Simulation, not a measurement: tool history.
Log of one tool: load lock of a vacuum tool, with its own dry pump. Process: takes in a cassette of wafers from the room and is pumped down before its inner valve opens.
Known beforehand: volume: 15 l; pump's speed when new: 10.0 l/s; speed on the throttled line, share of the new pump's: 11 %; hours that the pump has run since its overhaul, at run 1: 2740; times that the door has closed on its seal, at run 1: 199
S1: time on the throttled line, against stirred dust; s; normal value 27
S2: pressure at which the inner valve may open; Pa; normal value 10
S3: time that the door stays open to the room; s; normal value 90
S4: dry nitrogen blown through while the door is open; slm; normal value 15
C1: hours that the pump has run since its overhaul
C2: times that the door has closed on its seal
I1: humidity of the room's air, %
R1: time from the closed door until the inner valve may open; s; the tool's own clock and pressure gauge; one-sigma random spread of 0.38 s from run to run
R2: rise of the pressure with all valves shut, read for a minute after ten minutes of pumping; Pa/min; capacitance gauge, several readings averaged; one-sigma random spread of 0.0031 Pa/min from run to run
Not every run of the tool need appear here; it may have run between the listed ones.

run,hour,S1,S2,S3,S4,C1,C2,I1,R1,R2
1,0,27,10,90,15,2740,199,44.9,38.8,0.064
2,66.5,28,10,90,15,2807,294,46.9,40.1,0.071
3,133.6,28,10,90,15,2874,391,43.4,39.6,0.069
4,206.1,27,10,90,15,2946,495,45.3,38.6,0.064
5,293.3,17,10,90,15,3034,620,41.6,29.9,0.068
6,353.4,17,10,90,15,3094,706,41,29.6,0.068
7,422.2,17,10,90,15,3163,805,46.2,30.4,0.075
8,521.7,17,10,90,15,3262,948,43.8,29.8,0.073
9,582.4,17,12,90,4,3323,1035,46.2,29.7,0.105
10,709.4,17,12,90,4,3450,1218,47.3,29.9,0.112
11,792.7,32,13,96,13,3533,1337,42.3,42.4,0.075
12,897.9,29,11,180,13,3638,1488,46.1,40.2,0.117
13,985.2,27,10,37,15,3726,1613,47.3,39.2,0.049
14,1074.6,41,17,45,15,3815,1742,46.2,50,0.056
15,1187.6,27,8,29,10,3928,1904,45,39.2,0.045

Run 16 comes next. What will it give?
16,1288.9,52,12,50,11,4029,2050,43.9,?,?

R1: 60.7 s
R2: 0.057 Pa/min
If the tool had no hidden condition, the same run with the same run-to-run variation would have returned R1 60.1 s, R2 0.053 Pa/min.
